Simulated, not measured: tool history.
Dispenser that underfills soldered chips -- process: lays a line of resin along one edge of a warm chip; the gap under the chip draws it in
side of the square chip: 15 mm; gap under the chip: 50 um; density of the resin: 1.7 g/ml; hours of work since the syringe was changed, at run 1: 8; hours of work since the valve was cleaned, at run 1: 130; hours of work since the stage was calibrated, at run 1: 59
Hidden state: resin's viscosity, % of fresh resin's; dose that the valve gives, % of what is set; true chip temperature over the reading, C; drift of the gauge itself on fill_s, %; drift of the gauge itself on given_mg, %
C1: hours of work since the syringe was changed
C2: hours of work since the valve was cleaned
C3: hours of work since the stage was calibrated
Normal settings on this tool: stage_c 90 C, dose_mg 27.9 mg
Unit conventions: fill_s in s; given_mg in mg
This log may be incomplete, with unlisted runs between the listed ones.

{"run": 1, "hour": 0.0, "stage_c": 90, "dose_mg": 27.9, "C1": 8, "C2": 130, "C3": 59, "fill_s": 157.7, "given_mg": 25.26}
{"hour": 1.3, "done": "new syringe of resin"}
{"hour": 9.4, "done": "dispensing valve cleaned and set on the balance"}
{"run": 2, "hour": 14.5, "stage_c": 90, "dose_mg": 27.9, "C1": 8, "C2": 3, "C3": 67, "fill_s": 150.5, "given_mg": 27.87}
{"hour": 16.8, "done": "new syringe of resin"}
{"run": 3, "hour": 25.2, "stage_c": 90, "dose_mg": 27.9, "C1": 5, "C2": 10, "C3": 74, "fill_s": 125.0, "given_mg": 27.56}
{"hour": 31.5, "done": "new syringe of resin"}
{"run": 4, "hour": 40.3, "stage_c": 90, "dose_mg": 27.9, "C1": 6, "C2": 20, "C3": 84, "fill_s": 126.2, "given_mg": 27.36}
{"hour": 46.0, "done": "new syringe of resin"}
{"run": 5, "hour": 51.6, "stage_c": 90, "dose_mg": 27.9, "C1": 4, "C2": 27, "C3": 91, "fill_s": 112.9, "given_mg": 27.44}
{"hour": 60.8, "done": "new syringe of resin"}
{"run": 6, "hour": 67.5, "stage_c": 90, "dose_mg": 27.9, "C1": 4, "C2": 37, "C3": 101, "fill_s": 113.7, "given_mg": 27.33}
{"hour": 75.3, "done": "new syringe of resin"}
{"run": 7, "hour": 79.0, "stage_c": 90, "dose_mg": 27.1, "C1": 2, "C2": 44, "C3": 108, "fill_s": 104.7, "given_mg": 26.29}
{"hour": 89.3, "done": "new syringe of resin"}
{"run": 8, "hour": 92.1, "stage_c": 90, "dose_mg": 27.1, "C1": 2, "C2": 52, "C3": 117, "fill_s": 102.0, "given_mg": 26.06}
{"hour": 103.6, "done": "new syringe of resin"}
{"run": 9, "hour": 105.7, "stage_c": 90, "dose_mg": 25.2, "C1": 1, "C2": 61, "C3": 125, "fill_s": 99.7, "given_mg": 23.99}
{"hour": 117.8, "done": "new syringe of resin"}
{"run": 10, "hour": 118.1, "stage_c": 90, "dose_mg": 25.2, "C1": 0, "C2": 69, "C3": 133, "fill_s": 91.5, "given_mg": 24.12}
{"run": 11, "hour": 129.2, "stage_c": 90, "dose_mg": 35.0, "C1": 7, "C2": 76, "C3": 140, "fill_s": 142.5, "given_mg": 33.18}
{"hour": 132.9, "done": "new syringe of resin"}
{"run": 12, "hour": 145.9, "stage_c": 90, "dose_mg": 35.0, "C1": 8, "C2": 87, "C3": 151, "fill_s": 155.4, "given_mg": 32.98}
{"hour": 147.0, "done": "new syringe of resin"}
{"run": 13, "hour": 153.0, "stage_c": 100, "dose_mg": 27.9, "C1": 4, "C2": 91, "C3": 155, "fill_s": 77.4, "given_mg": 26.33}
{"hour": 161.5, "done": "new syringe of resin"}
{"run": 14, "hour": 161.5, "stage_c": 100, "dose_mg": 27.9, "C1": 0, "C2": 96, "C3": 160, "fill_s": 58.5, "given_mg": 26.23}
{"hour": 176.0, "done": "new syringe of resin"}
{"run": 15, "hour": 176.0, "stage_c": 100, "dose_mg": 27.9, "C1": 0, "C2": 105, "C3": 170, "fill_s": 60.0, "given_mg": 25.91}
{"run": 16, "hour": 189.1, "stage_c": 77, "dose_mg": 27.9, "C1": 8, "C2": 114, "C3": 178, "fill_s": 285.0, "given_mg": 25.61}
{"hour": 190.9, "done": "new syringe of resin"}
{"run": 17, "hour": 201.5, "stage_c": 77, "dose_mg": 27.9, "C1": 7, "C2": 122, "C3": 186, "fill_s": 248.8, "given_mg": 25.63}

Run 18 has not been measured yet. What should we expect?
{"hour": 205.0, "done": "new syringe of resin"}
{"run": 18, "hour": 217.0, "stage_c": 79, "dose_mg": 27.7, "C1": 8, "C2": 132, "C3": 196, "fill_s": "?", "given_mg": "?"}

fill_s: 250.9 s
given_mg: 25.02 mg
On a tool with no hidden condition, and with the same random variation, this run would have come out at fill_s 136.4 s, given_mg 27.60 mg.
